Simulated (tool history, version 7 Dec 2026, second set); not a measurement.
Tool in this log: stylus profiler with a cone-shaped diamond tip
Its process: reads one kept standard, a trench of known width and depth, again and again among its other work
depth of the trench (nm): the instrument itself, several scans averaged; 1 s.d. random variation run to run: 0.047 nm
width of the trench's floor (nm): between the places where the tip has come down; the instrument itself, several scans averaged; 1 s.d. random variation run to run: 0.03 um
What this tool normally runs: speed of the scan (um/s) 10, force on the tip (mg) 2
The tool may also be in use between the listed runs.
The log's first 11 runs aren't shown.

run,hour,speed of the scan (um/s),force on the tip (mg),depth of the trench (nm),width of the trench's floor (nm)
12,684.6,10,0.83,201.27,48040
13,747.7,10,1.92,202.24,48060
14,801.9,10,1.92,202.28,48060
15,867.2,10,1.92,202.29,48050
16,927,10,1.92,202.25,47990
17,963,10,1.92,202.27,48030
18,1023.7,10,1.92,202.24,48000
19,1091.7,10,1.92,202.28,48060
20,1164.5,10,1.68,202.03,48040
21,1230.7,10,1.68,201.96,47990
22,1312.5,10,1.68,201.93,48010
23,1367.4,10,1.68,201.94,48040
24,1410,10,1.68,201.93,47930
25,1469.9,10,2.27,202.44,47970
26,1535.5,10,2.27,202.45,48000
27,1589.2,9,1.1,201.34,47970
28,1626.5,9,1.1,201.33,47960
29,1661.3,9,1.1,201.35,47980
30,1735.5,3,2.64,202.7,47960
31,1773.3,4,1.3,201.46,47980
32,1844.3,15,1.94,202.14,47920
33,1913.8,3,1.94,202.09,47940
34,1961.4,17,0.76,200.92,47860
35,2006,10,2.93,202.8,47870
36,2061.4,4,2.99,202.91,47990

What does the tool deliver on the next run?
# hour 2092.3: height scale calibrated on a step standard
37,2140.1,10,2.51,?,?

depth of the trench (nm): 203.07
width of the trench's floor (nm): 47960
Had the tool carried no hidden state, the very same run would have given depth of the trench (nm) 203, width of the trench's floor (nm) 48250.
